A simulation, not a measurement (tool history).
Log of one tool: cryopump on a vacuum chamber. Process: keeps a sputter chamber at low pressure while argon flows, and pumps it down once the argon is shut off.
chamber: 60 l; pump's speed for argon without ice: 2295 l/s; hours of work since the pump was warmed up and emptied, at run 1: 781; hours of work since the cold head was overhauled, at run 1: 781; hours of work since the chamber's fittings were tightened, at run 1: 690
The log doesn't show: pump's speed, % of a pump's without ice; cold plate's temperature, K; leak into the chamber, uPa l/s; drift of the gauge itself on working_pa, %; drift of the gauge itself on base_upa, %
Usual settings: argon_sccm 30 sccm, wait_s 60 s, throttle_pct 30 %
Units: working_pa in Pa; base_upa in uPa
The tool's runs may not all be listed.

run	hour	argon_sccm	wait_s	throttle_pct	hours of work since the pump was warmed up and emptied	hours of work since the cold head was overhauled	hours of work since the chamber's fittings were tightened	working_pa	base_upa
1	0.0	30	60	30	781	781	690	0.0759	1.42
2	22.7	58	60	30	797	797	706	0.1477	1.49
3	44.0	30	60	30	813	813	721	0.0760	1.54
4	60.8	30	60	30	825	825	734	0.0769	1.49
5	77.6	30	60	30	837	837	746	0.0770	1.50
6	90.9	30	60	30	846	846	755	0.0768	1.49
7	113.9	30	60	30	863	863	771	0.0764	1.55
8	141.2	30	60	30	882	882	791	0.0767	1.53
9	162.5	30	60	30	897	897	806	0.0768	1.50
10	187.0	30	60	30	915	915	824	0.0764	1.55
11	201.0	30	60	55	925	925	834	0.0430	1.55
12	222.9	30	60	35	940	940	849	0.0669	1.54
13	248.5	30	60	35	959	959	867	0.0663	1.58
14	260.5	30	60	35	967	967	876	0.0657	1.65
15	284.4	30	60	35	984	984	893	0.0664	1.59
# hour 304.1: pump warmed up, emptied and cooled again
16	312.0	30	60	35	6	1000	909	0.0638	1.53
17	338.1	30	60	35	24	1019	928	0.0630	1.52
18	349.8	57	186	30	33	1027	936	0.1409	0.94
19	378.1	18	74	42	53	1047	956	0.0312	1.37
20	405.2	18	74	42	72	1067	976	0.0320	1.37
21	426.3	57	60	28	87	1082	991	0.1511	1.52
22	447.3	47	191	49	102	1097	1006	0.0715	1.00

Run 23 comes next. What will it give?
23	461.3	47	22	36	112	1107	1016	?	?

working_pa: 0.0968 Pa
base_upa: 3.05 uPa
Without the tool's hidden state the same run would have given working_pa 0.0960 Pa, base_upa 2.51 uPa.
